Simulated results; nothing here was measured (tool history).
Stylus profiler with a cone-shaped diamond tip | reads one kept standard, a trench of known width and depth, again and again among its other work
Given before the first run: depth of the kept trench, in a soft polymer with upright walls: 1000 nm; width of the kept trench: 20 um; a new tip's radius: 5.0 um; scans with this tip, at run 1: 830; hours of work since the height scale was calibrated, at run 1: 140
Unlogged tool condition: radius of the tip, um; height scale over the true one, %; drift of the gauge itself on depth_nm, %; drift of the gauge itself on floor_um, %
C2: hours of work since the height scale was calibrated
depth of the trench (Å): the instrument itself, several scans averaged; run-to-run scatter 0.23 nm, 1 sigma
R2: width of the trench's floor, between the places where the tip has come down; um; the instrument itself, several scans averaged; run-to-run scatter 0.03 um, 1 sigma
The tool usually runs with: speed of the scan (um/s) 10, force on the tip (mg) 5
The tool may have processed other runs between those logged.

Run 1, hour 0: usual settings; scans with this tip 830; C2 140. Result: depth of the trench (Å) 10233.4, R2 13.68 um.
Run 2, hour 16.6: usual settings but force on the tip (mg) 9.73; scans with this tip 890; C2 150. Result: depth of the trench (Å) 10370.6, R2 13.71 um.
Run 3, hour 35.7: usual settings but force on the tip (mg) 9.73; scans with this tip 959; C2 162. Result: depth of the trench (Å) 10367.9, R2 13.71 um.
Run 4, hour 75.2: usual settings but speed of the scan (um/s) 5; scans with this tip 1101; C2 186. Result: depth of the trench (Å) 10232.2, R2 13.67 um.
Run 5, hour 115.8: usual settings but force on the tip (mg) 5.6; scans with this tip 1247; C2 211. Result: depth of the trench (Å) 10253.4, R2 13.54 um.
Run 6, hour 155.8: usual settings but speed of the scan (um/s) 11, force on the tip (mg) 5.6; scans with this tip 1391; C2 235. Result: depth of the trench (Å) 10247.6, R2 13.55 um.
Run 7, hour 173.2: usual settings but force on the tip (mg) 6.57; scans with this tip 1454; C2 246. Result: depth of the trench (Å) 10278, R2 13.55 um.
Run 8, hour 213.6: usual settings but force on the tip (mg) 6.57; scans with this tip 1599; C2 270. Result: depth of the trench (Å) 10279.6, R2 13.5 um.
Run 9, hour 238: usual settings but force on the tip (mg) 6.57; scans with this tip 1687; C2 285. Result: depth of the trench (Å) 10278.8, R2 13.47 um.
Run 10, hour 273.7: usual settings but force on the tip (mg) 7.95; scans with this tip 1815; C2 307. Result: depth of the trench (Å) 10316.2, R2 13.46 um.
Run 11, hour 311.1: usual settings but force on the tip (mg) 13.68; scans with this tip 1950; C2 330. Result: depth of the trench (Å) 10457.4, R2 13.38 um.
Run 12, hour 333.7: usual settings but force on the tip (mg) 4.73; scans with this tip 2032; C2 343. Result: depth of the trench (Å) 10217.7, R2 13.35 um.
Run 13, hour 373.2: usual settings but speed of the scan (um/s) 13; scans with this tip 2174; C2 367. Result: depth of the trench (Å) 10223.6, R2 13.38 um.
Run 14, hour 403.2: usual settings; scans with this tip 2282; C2 386. Result: depth of the trench (Å) 10222.3, R2 13.33 um.
Run 15, hour 428.4: usual settings; scans with this tip 2372; C2 401. Result: depth of the trench (Å) 10219.5, R2 13.32 um.
Run 16, hour 460.8: usual settings; scans with this tip 2489; C2 421. Result: depth of the trench (Å) 10215.5, R2 13.26 um.
Run 17, hour 497.9: usual settings but force on the tip (mg) 1.91; scans with this tip 2623; C2 443. Result: depth of the trench (Å) 10104.6, R2 13.25 um.
Run 18, hour 519.2: usual settings but force on the tip (mg) 1.91; scans with this tip 2699; C2 456. Result: depth of the trench (Å) 10107.6, R2 13.22 um.
Run 19, hour 558.1: usual settings but speed of the scan (um/s) 9, force on the tip (mg) 6.03; scans with this tip 2839; C2 480. Result: depth of the trench (Å) 10254.6, R2 13.14 um.
Run 20, hour 580.5: usual settings but speed of the scan (um/s) 9, force on the tip (mg) 6.03; scans with this tip 2920; C2 494. Result: depth of the trench (Å) 10255.5, R2 13.23 um.
Run 21, hour 619.8: usual settings but speed of the scan (um/s) 29, force on the tip (mg) 3.5; scans with this tip 3061; C2 517. Result: depth of the trench (Å) 10167, R2 13.08 um.
Run 22, hour 652.8: usual settings but speed of the scan (um/s) 3, force on the tip (mg) 11.4; scans with this tip 3180; C2 538. Result: depth of the trench (Å) 10391.5, R2 13.15 um.
Run 23, hour 681: usual settings but speed of the scan (um/s) 4, force on the tip (mg) 6.67; scans with this tip 3282; C2 555. Result: depth of the trench (Å) 10269.3, R2 13.06 um.
Run 24, hour 709: usual settings but speed of the scan (um/s) 9, force on the tip (mg) 6.67; scans with this tip 3382; C2 572. Result: depth of the trench (Å) 10268.9, R2 13.07 um.
Run 25, hour 730.5: usual settings but speed of the scan (um/s) 9, force on the tip (mg) 6.67; scans with this tip 3460; C2 585. Result: depth of the trench (Å) 10268.3, R2 13.03 um.
Run 26, hour 755.4: usual settings but speed of the scan (um/s) 15, force on the tip (mg) 5.78; scans with this tip 3549; C2 600. Result: depth of the trench (Å) 10242.3, R2 13.05 um.
Run 27, hour 785.4: usual settings but speed of the scan (um/s) 38; scans with this tip 3658; C2 618. Result: depth of the trench (Å) 10216.4, R2 12.95 um.
Run 28, hour 814.8: usual settings but speed of the scan (um/s) 23; scans with this tip 3763; C2 636. Result: depth of the trench (Å) 10206.7, R2 12.99 um.
Run 29, hour 834.1: usual settings but speed of the scan (um/s) 9, force on the tip (mg) 2.79; scans with this tip 3833; C2 648. Result: depth of the trench (Å) 10130.8, R2 12.98 um.
Run 30, hour 864: usual settings but speed of the scan (um/s) 3; scans with this tip 3940; C2 666. Result: depth of the trench (Å) 10213.1, R2 12.97 um.
Run 31, hour 890.4: usual settings but speed of the scan (um/s) 23, force on the tip (mg) 14.19; scans with this tip 4035; C2 682. Result: depth of the trench (Å) 10454.1, R2 12.95 um.
Run 32, hour 916.2: usual settings but speed of the scan (um/s) 3, force on the tip (mg) 5.94; scans with this tip 4128; C2 698. Result: depth of the trench (Å) 10238.4, R2 12.84 um.
Run 33, hour 937.5: usual settings but speed of the scan (um/s) 3, force on the tip (mg) 5.94; scans with this tip 4205; C2 711. Result: depth of the trench (Å) 10241.1, R2 12.86 um.
Run 34, hour 961.6: usual settings but speed of the scan (um/s) 3, force on the tip (mg) 5.94; scans with this tip 4292; C2 725. Result: depth of the trench (Å) 10238, R2 12.87 um.

Measured minus without-hidden-state, run by run (identical run-to-run variation in each term; gauge scatter may differ):
run  depth of the trench (Å)     R2
  1                     -6.9   -0.3
  2                     -7.5  -0.32
  3                       -8  -0.33
  4                     -8.9  -0.37
  5                      -10   -0.4
  6                      -11  -0.44
  7                    -11.6  -0.46
  8                    -12.6   -0.5
  9                    -13.3  -0.52
 10                    -14.2  -0.55
 11                    -15.5  -0.58
 12                    -15.7   -0.6
 13                    -16.7  -0.64
 14                    -17.5  -0.67
 15                    -18.1  -0.69
 16                    -18.9  -0.72
 17                    -19.7  -0.75
 18                    -20.2  -0.77
 19                    -21.5   -0.8
 20                    -22.2  -0.82
 21                      -23  -0.86
 22                    -24.5  -0.89
 23                      -25  -0.91
 24                    -25.7  -0.93
 25                    -26.3  -0.94
 26                    -26.9  -0.97
 27                    -27.7  -0.99
 28                    -28.5  -1.01
 29                    -28.7  -1.03
 30                      -30  -1.05
 31                    -31.4  -1.07
 32                    -31.4   -1.1
 33                    -31.9  -1.12
 34                    -32.6  -1.14

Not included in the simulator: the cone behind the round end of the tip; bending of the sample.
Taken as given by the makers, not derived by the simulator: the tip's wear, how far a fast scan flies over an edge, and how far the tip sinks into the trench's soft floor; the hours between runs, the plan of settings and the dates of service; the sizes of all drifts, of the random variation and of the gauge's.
